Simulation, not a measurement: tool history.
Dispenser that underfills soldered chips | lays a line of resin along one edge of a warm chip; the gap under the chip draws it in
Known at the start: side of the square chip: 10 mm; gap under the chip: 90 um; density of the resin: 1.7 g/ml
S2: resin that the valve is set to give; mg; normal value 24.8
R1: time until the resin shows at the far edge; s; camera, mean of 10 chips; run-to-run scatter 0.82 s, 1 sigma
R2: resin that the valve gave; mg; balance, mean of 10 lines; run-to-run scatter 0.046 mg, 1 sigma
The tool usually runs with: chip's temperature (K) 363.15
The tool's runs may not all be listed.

Run 1, hour 0: usual settings. Result: R1 82.1 s, R2 24.08 mg.
At hour 7.5: dispensing valve cleaned and set on the balance.
Run 2, hour 9.3: usual settings but chip's temperature (K) 352.15. Result: R1 176.7 s, R2 24.64 mg.
At hour 14.6: new syringe of resin.
Run 3, hour 21.3: usual settings but chip's temperature (K) 352.15. Result: R1 153.6 s, R2 24.57 mg.
At hour 29.8: new syringe of resin.
Run 4, hour 33.5: usual settings but S2 24.2 mg. Result: R1 87.7 s, R2 23.88 mg.
Run 5, hour 43.3: usual settings but S2 24.2 mg. Result: R1 133.4 s, R2 23.9 mg.
At hour 45.7: new syringe of resin.
Run 6, hour 56.5: usual settings but chip's temperature (K) 358.15. Result: R1 144.3 s, R2 24.37 mg.
At hour 61.7: new syringe of resin.
Run 7, hour 72.1: usual settings. Result: R1 116.6 s, R2 24.19 mg.
At hour 76.7: new syringe of resin.
Run 8, hour 87.3: usual settings. Result: R1 116.8 s, R2 24.11 mg.
At hour 91.4: new syringe of resin.
Run 9, hour 94.6: usual settings but S2 26.6 mg. Result: R1 84.5 s, R2 25.9 mg.
At hour 106.8: new syringe of resin.
Run 10, hour 107.7: usual settings. Result: R1 75.9 s, R2 24.05 mg.
At hour 121.6: new syringe of resin.
Run 11, hour 121.8: usual settings. Result: R1 77.1 s, R2 24.05 mg.
Run 12, hour 131.6: usual settings. Result: R1 116.7 s, R2 23.9 mg.
At hour 136.4: new syringe of resin.
Run 13, hour 146.2: usual settings but chip's temperature (K) 369.15. Result: R1 90.8 s, R2 23.85 mg.
At hour 151.4: new syringe of resin.
At hour 153.3: dispensing valve cleaned and set on the balance.
Run 14, hour 160.4: usual settings but chip's temperature (K) 369.15. Result: R1 83.9 s, R2 24.68 mg.
At hour 167.1: new syringe of resin.
Run 15, hour 174.3: usual settings but chip's temperature (K) 369.15. Result: R1 81.2 s, R2 24.67 mg.
At hour 182.8: new syringe of resin.
Run 16, hour 190.1: usual settings but chip's temperature (K) 366.15, S2 23.9 mg. Result: R1 91.8 s, R2 23.72 mg.
At hour 198: new syringe of resin.
Run 17, hour 204.4: usual settings but chip's temperature (K) 366.15, S2 23.9 mg. Result: R1 86.8 s, R2 23.54 mg.
At hour 212.6: new syringe of resin.
Run 18, hour 220: usual settings but chip's temperature (K) 358.15, S2 27.5 mg. Result: R1 119.4 s, R2 26.98 mg.
At hour 227.7: new syringe of resin.
Run 19, hour 229.3: usual settings but chip's temperature (K) 376.15, S2 27.6 mg. Result: R1 49.9 s, R2 27.11 mg.
Run 20, hour 236.6: usual settings but chip's temperature (K) 369.15, S2 28.3 mg. Result: R1 86.5 s, R2 27.76 mg.
At hour 242.8: new syringe of resin.
Run 21, hour 250.4: usual settings but chip's temperature (K) 369.15, S2 28.3 mg. Result: R1 82.2 s, R2 27.64 mg.
At hour 258.2: new syringe of resin.
Run 22, hour 262.2: usual settings but chip's temperature (K) 369.15, S2 28.3 mg. Result: R1 69.5 s, R2 27.63 mg.
Run 23, hour 271.7: usual settings but S2 21.7 mg. Result: R1 134.3 s, R2 21.14 mg.
At hour 273.4: new syringe of resin.
Run 24, hour 281.9: usual settings but chip's temperature (K) 355.15, S2 31.8 mg. Result: R1 140.1 s, R2 30.96 mg.
At hour 288.2: new syringe of resin.
Run 25, hour 291: usual settings but chip's temperature (K) 355.15, S2 27.6 mg. Result: R1 110.9 s, R2 26.65 mg.
At hour 298.7: dispensing valve cleaned and set on the balance.
Run 26, hour 298.7: usual settings but chip's temperature (K) 372.15, S2 31.5 mg. Result: R1 78.4 s, R2 31.65 mg.
At hour 304.5: new syringe of resin.
Run 27, hour 310.7: usual settings but chip's temperature (K) 368.15, S2 24.2 mg. Result: R1 78.6 s, R2 24.3 mg.
At hour 320: new syringe of resin.
Run 28, hour 322.1: usual settings but chip's temperature (K) 368.15, S2 24.2 mg. Result: R1 67.1 s, R2 24.18 mg.
Run 29, hour 328.7: usual settings but chip's temperature (K) 368.15, S2 26.3 mg. Result: R1 89.2 s, R2 26.25 mg.

Branching from run 29: 3 alternative next runs. What would each branch give?
At hour 335: new syringe of resin.
Run A, hour 344.6: usual settings but chip's temperature (K) 376.15, S2 28.9 mg. Result: R1 ?, R2 ?.
At hour 335: new syringe of resin.
Run B, hour 344.6: usual settings but chip's temperature (K) 348.15, S2 29.5 mg. Result: R1 ?, R2 ?.
At hour 335: new syringe of resin.
Run C, hour 344.6: usual settings but chip's temperature (K) 357.15. Result: R1 ?, R2 ?.

run     R1     R2
  A   68.3  28.82
  B  198.7  29.35
  C  141.4  24.67
Without the tool's hidden state the same runs would have given:
run     R1     R2
  A   46.7  29.01
  B  136.8  29.54
  C   96.9  24.83
